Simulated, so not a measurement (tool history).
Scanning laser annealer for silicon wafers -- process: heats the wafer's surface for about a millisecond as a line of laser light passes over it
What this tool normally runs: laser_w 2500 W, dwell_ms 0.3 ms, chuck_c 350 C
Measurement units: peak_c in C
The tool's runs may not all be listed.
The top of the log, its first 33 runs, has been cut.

run   hour  laser_w  dwell_ms  chuck_c  peak_c
 34  599.6     2365     0.289      347    1009
 35    621     2365     0.289      347    1007
 36  646.5     2584       0.3      350    1084
 37    662     2430     0.343      350    1082
 38  676.4     2430     0.343      350    1082
 39  687.3     2132       0.3      350     957
 40  712.8     2132       0.3      350     956
 41  730.3     2672       0.3      368    1124

Predict each of these 3 candidate next runs independently; none follows another, all start after run 41:
  A   755     2382     0.214      350       ?
  B   755     2214     0.332      357       ?
  C   755     2672     0.319      349       ?

run  peak_c
  A     933
  B    1012
  C    1125
Without the tool's hidden state the same runs would have given:
run  peak_c
  A     938
  B    1017
  C    1131
